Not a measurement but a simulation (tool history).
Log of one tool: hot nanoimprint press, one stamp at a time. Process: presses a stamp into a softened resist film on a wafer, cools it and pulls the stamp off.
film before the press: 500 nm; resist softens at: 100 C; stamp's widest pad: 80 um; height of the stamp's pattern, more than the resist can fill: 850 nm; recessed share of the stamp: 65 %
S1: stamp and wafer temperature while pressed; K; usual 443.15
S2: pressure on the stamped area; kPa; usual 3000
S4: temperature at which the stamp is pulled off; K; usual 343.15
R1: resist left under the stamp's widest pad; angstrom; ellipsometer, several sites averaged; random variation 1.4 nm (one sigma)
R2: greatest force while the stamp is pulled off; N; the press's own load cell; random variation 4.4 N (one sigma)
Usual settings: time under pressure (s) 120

{"run": 1, "hour": 0.0, "S1": 443.15, "S2": 3000, "time under pressure (s)": 120, "S4": 343.15, "R1": 2214, "R2": 280}
{"run": 2, "hour": 12.6, "S1": 443.15, "S2": 3000, "time under pressure (s)": 120, "S4": 343.15, "R1": 2239, "R2": 293}
{"run": 3, "hour": 22.3, "S1": 443.15, "S2": 3000, "time under pressure (s)": 120, "S4": 343.15, "R1": 2213, "R2": 286}
{"run": 4, "hour": 36.2, "S1": 443.15, "S2": 3000, "time under pressure (s)": 120, "S4": 343.15, "R1": 2222, "R2": 297}
{"run": 5, "hour": 46.8, "S1": 443.15, "S2": 3000, "time under pressure (s)": 120, "S4": 343.15, "R1": 2197, "R2": 306}
{"run": 6, "hour": 60.8, "S1": 443.15, "S2": 3000, "time under pressure (s)": 120, "S4": 349.15, "R1": 2190, "R2": 266}
{"run": 7, "hour": 77.1, "S1": 443.15, "S2": 3000, "time under pressure (s)": 120, "S4": 351.15, "R1": 2229, "R2": 245}
{"run": 8, "hour": 94.1, "S1": 443.15, "S2": 3000, "time under pressure (s)": 120, "S4": 351.15, "R1": 2185, "R2": 260}
{"hour": 109.0, "done": "stamp cleaned and given a new release coat"}
{"run": 9, "hour": 113.2, "S1": 443.15, "S2": 3000, "time under pressure (s)": 120, "S4": 351.15, "R1": 2193, "R2": 174}
{"run": 10, "hour": 121.4, "S1": 443.15, "S2": 3000, "time under pressure (s)": 120, "S4": 351.15, "R1": 2195, "R2": 177}
{"run": 11, "hour": 131.7, "S1": 443.15, "S2": 3000, "time under pressure (s)": 120, "S4": 351.15, "R1": 2205, "R2": 172}
{"run": 12, "hour": 142.2, "S1": 443.15, "S2": 3000, "time under pressure (s)": 110, "S4": 343.15, "R1": 2249, "R2": 220}
{"run": 13, "hour": 150.5, "S1": 443.15, "S2": 3000, "time under pressure (s)": 110, "S4": 343.15, "R1": 2271, "R2": 228}
{"run": 14, "hour": 161.5, "S1": 443.15, "S2": 3000, "time under pressure (s)": 110, "S4": 343.15, "R1": 2227, "R2": 235}
{"run": 15, "hour": 174.9, "S1": 443.15, "S2": 3000, "time under pressure (s)": 110, "S4": 343.15, "R1": 2250, "R2": 234}
{"run": 16, "hour": 191.5, "S1": 443.15, "S2": 3000, "time under pressure (s)": 110, "S4": 343.15, "R1": 2231, "R2": 239}
{"run": 17, "hour": 198.6, "S1": 454.15, "S2": 2210, "time under pressure (s)": 120, "S4": 339.15, "R1": 1669, "R2": 269}
{"hour": 202.3, "done": "plate thermocouple calibrated"}
{"run": 18, "hour": 211.3, "S1": 449.15, "S2": 3550, "time under pressure (s)": 120, "S4": 343.15, "R1": 1508, "R2": 253}
{"run": 19, "hour": 222.1, "S1": 439.15, "S2": 3000, "time under pressure (s)": 89, "S4": 343.15, "R1": 2781, "R2": 245}
{"run": 20, "hour": 235.7, "S1": 443.15, "S2": 3880, "time under pressure (s)": 86, "S4": 343.15, "R1": 2086, "R2": 252}
{"run": 21, "hour": 246.3, "S1": 448.15, "S2": 3950, "time under pressure (s)": 120, "S4": 343.15, "R1": 1480, "R2": 257}
{"run": 22, "hour": 260.1, "S1": 448.15, "S2": 3950, "time under pressure (s)": 120, "S4": 343.15, "R1": 1486, "R2": 251}
{"run": 23, "hour": 270.1, "S1": 454.15, "S2": 3000, "time under pressure (s)": 120, "S4": 331.15, "R1": 1364, "R2": 365}
{"run": 24, "hour": 277.5, "S1": 454.15, "S2": 4190, "time under pressure (s)": 73, "S4": 351.15, "R1": 1338, "R2": 217}
{"hour": 288.9, "done": "plate thermocouple calibrated, once more"}
{"run": 25, "hour": 288.9, "S1": 454.15, "S2": 4190, "time under pressure (s)": 73, "S4": 351.15, "R1": 1390, "R2": 226}
{"run": 26, "hour": 300.1, "S1": 454.15, "S2": 2790, "time under pressure (s)": 73, "S4": 351.15, "R1": 1785, "R2": 229}
{"run": 27, "hour": 308.1, "S1": 450.15, "S2": 2440, "time under pressure (s)": 73, "S4": 329.15, "R1": 2199, "R2": 403}
{"run": 28, "hour": 316.5, "S1": 443.15, "S2": 3000, "time under pressure (s)": 222, "S4": 332.15, "R1": 1793, "R2": 365}
{"run": 29, "hour": 330.0, "S1": 443.15, "S2": 3000, "time under pressure (s)": 222, "S4": 332.15, "R1": 1803, "R2": 384}

Forecast each of these 3 alternatives for the next run:
{"run": "A", "hour": 346.3, "S1": 443.15, "S2": 4540, "time under pressure (s)": 92, "S4": 337.15, "R1": "?", "R2": "?"}
{"run": "B", "hour": 346.3, "S1": 438.15, "S2": 3000, "time under pressure (s)": 222, "S4": 332.15, "R1": "?", "R2": "?"}
{"run": "C", "hour": 346.3, "S1": 431.15, "S2": 3000, "time under pressure (s)": 167, "S4": 330.15, "R1": "?", "R2": "?"}

run=A R1=1921 R2=355
run=B R1=2260 R2=404
run=C R1=3229 R2=410
Without the tool's hidden state the same runs would have given:
run=A R1=1927 R2=247
run=B R1=2275 R2=280
run=C R1=3249 R2=286
